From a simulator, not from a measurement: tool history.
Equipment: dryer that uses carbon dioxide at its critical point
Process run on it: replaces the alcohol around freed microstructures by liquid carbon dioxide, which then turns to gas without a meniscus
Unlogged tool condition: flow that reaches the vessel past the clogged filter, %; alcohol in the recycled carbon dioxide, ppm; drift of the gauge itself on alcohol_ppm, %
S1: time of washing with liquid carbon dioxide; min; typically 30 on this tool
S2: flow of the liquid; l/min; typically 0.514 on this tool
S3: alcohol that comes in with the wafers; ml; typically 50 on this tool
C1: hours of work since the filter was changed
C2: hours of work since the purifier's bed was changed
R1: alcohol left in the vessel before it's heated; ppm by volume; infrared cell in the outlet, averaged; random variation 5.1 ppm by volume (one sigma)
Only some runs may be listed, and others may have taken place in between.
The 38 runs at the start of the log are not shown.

run     day  S1     S2   S3   C1    C2    R1
 39  50.788  30  0.675   50  147  1266   243
     52.404  -- purifier's bed changed
 40    52.8  26   0.53   45  182     7   119
 41  53.867  40   0.38   50  202    27    93
 42  55.458  25   0.39   50  231    56   632
 43  56.383  27  0.311  101  248    73  2168
 44  57.767  27  0.311  101  273    99  2156
 45  59.296  27  0.311  101  301   127  2284
 46  60.225  30  0.514   29  319   144    73
 47  61.225  27  0.655   37  337   162    47

Here are 3 independent what-if runs from the current tool condition. What would each one return?
  A  62.108  41  0.514  50  353  179   ?
  B  62.108  26   0.57  61  353  179   ?
  C  62.108  24  0.558  24  353  179   ?

run   R1
  A   50
  B  169
  C  117
What these runs would have given with no unlogged condition in the tool:
run  R1
  A  12
  B  90
  C  57
